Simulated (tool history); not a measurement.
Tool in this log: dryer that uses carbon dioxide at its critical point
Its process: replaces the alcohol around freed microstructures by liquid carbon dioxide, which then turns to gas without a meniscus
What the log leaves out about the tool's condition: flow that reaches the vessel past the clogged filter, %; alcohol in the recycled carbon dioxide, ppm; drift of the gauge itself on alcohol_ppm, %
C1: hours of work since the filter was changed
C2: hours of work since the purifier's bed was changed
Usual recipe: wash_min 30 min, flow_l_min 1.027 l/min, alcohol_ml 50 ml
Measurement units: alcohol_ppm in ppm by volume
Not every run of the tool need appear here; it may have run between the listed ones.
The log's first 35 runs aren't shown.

Run 36, hour 520.4: usual settings but wash_min 40 min, flow_l_min 0.820 l/min; C1 171; C2 238. Result: alcohol_ppm 101 ppm by volume.
Run 37, hour 530.2: usual settings but wash_min 27 min, flow_l_min 1.250 l/min, alcohol_ml 81 ml; C1 175; C2 242. Result: alcohol_ppm 113 ppm by volume.
Run 38, hour 547.1: usual settings but wash_min 27 min, flow_l_min 1.190 l/min, alcohol_ml 81 ml; C1 181; C2 248. Result: alcohol_ppm 122 ppm by volume.
Run 39, hour 564.1: usual settings but wash_min 21 min, flow_l_min 0.810 l/min, alcohol_ml 41 ml; C1 188; C2 255. Result: alcohol_ppm 503 ppm by volume.
Run 40, hour 574.4: usual settings but wash_min 39 min, flow_l_min 0.790 l/min, alcohol_ml 23 ml; C1 192; C2 259. Result: alcohol_ppm 102 ppm by volume.
Run 41, hour 592.0: usual settings but wash_min 24 min, flow_l_min 1.090 l/min; C1 199; C2 266. Result: alcohol_ppm 175 ppm by volume.
Run 42, hour 605.8: usual settings but wash_min 24 min, flow_l_min 1.090 l/min; C1 204; C2 271. Result: alcohol_ppm 183 ppm by volume.
Run 43, hour 620.7: usual settings but wash_min 24 min, flow_l_min 1.090 l/min, alcohol_ml 22 ml; C1 210; C2 277. Result: alcohol_ppm 125 ppm by volume.
Run 44, hour 631.1: usual settings but wash_min 38 min, flow_l_min 0.640 l/min, alcohol_ml 44 ml; C1 214; C2 281. Result: alcohol_ppm 230 ppm by volume.
At hour 635.1: inlet filter changed.
Run 45, hour 647.4: usual settings but flow_l_min 1.060 l/min; C1 5; C2 287. Result: alcohol_ppm 94 ppm by volume.
Run 46, hour 661.4: usual settings but wash_min 40 min, flow_l_min 1.520 l/min; C1 10; C2 292. Result: alcohol_ppm 89 ppm by volume.

Each row is a separate what-if for the run after 46, all from the same tool condition, not one after another. Results?
Run A, hour 676.9: usual settings but wash_min 21 min, flow_l_min 1.230 l/min, alcohol_ml 21 ml; C1 16; C2 298. Result: alcohol_ppm ?.
Run B, hour 676.9: usual settings but wash_min 34 min, flow_l_min 1.080 l/min, alcohol_ml 82 ml; C1 16; C2 298. Result: alcohol_ppm ?.
Run C, hour 676.9: usual settings but wash_min 19 min, flow_l_min 1.520 l/min, alcohol_ml 28 ml; C1 16; C2 298. Result: alcohol_ppm ?.
Run D, hour 676.9: usual settings but wash_min 44 min, flow_l_min 1.520 l/min; C1 16; C2 298. Result: alcohol_ppm ?.
Run E, hour 676.9: usual settings but wash_min 32 min, flow_l_min 1.160 l/min; C1 16; C2 298. Result: alcohol_ppm ?.

run  alcohol_ppm
  A          107
  B          101
  C          111
  D           91
  E           90
Had the tool no hidden state, the same runs would have come out as:
run  alcohol_ppm
  A           20
  B           16
  C           21
  D            8
  E            7

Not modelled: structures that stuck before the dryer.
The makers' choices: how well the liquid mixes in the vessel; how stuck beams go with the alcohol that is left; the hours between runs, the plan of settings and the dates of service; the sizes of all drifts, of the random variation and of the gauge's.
